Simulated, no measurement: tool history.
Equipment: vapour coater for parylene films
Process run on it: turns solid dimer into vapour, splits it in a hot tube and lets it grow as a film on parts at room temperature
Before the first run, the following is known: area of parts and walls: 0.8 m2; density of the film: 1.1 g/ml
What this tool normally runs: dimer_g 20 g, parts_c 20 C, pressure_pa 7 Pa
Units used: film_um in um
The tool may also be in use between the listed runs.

run,day,dimer_g,parts_c,pressure_pa,film_um
1,0,20,20,7,13.28
2,1,20,20,7,13.25
3,2.288,20,20,7,13.26
4,3.438,20,20,7,13.25
5,4.096,20,20,7,13.24
6,5.008,20,20,7,13.14
7,5.767,20,20,7,13.21
8,6.7,20,20,7,13.1
9,7.325,20,20,7,13.09
10,8.617,20,28,7,10.5
11,9.483,20,28,7,10.38
12,10.758,20,28,7,10.46
13,11.471,20,20,5.06,13.88
14,12.612,20,19,7,13.41
15,13.579,20,20,7,13.13
16,14.417,20,20,7,13.03
17,15.221,20,20,7,13.02
18,16.308,20,20,7,13.08
19,16.921,8,20,7,5.19
20,18.025,10,19,4.99,7.11
21,19.05,10,19,4.99,7.08
22,19.704,29,13,4.04,25.56
23,20.304,18,20,9.69,10.96
24,20.996,20,22,6.12,12.54
25,21.688,18,20,10.21,10.86
26,22.888,18,20,10.21,10.75
27,23.75,18,20,10.21,10.8
28,24.588,13,23,3.09,8.96
29,25.421,9,31,5.58,4.41
30,26.662,33,20,5.58,22.12
31,27.292,22,26,7,11.87
# day 28.483: trap's valve overhauled
32,28.738,27,26,8.97,15.1
33,29.592,18,26,2.31,12.91
34,30.483,18,26,2.31,12.98
35,31.321,18,26,2.31,12.91

4 ways to go on from here, each from the tool as it stands after run 35. What would each give?
A,32.417,20,21,7,?
B,32.417,13,22,3.28,?
C,32.417,20,20,9.04,?
D,32.417,26,20,6.67,?

run,film_um
A,13.39
B,9.73
C,13.13
D,18.03
What these runs would have given with no unlogged condition in the tool:
run,film_um
A,13.4
B,9.74
C,13.15
D,18.05

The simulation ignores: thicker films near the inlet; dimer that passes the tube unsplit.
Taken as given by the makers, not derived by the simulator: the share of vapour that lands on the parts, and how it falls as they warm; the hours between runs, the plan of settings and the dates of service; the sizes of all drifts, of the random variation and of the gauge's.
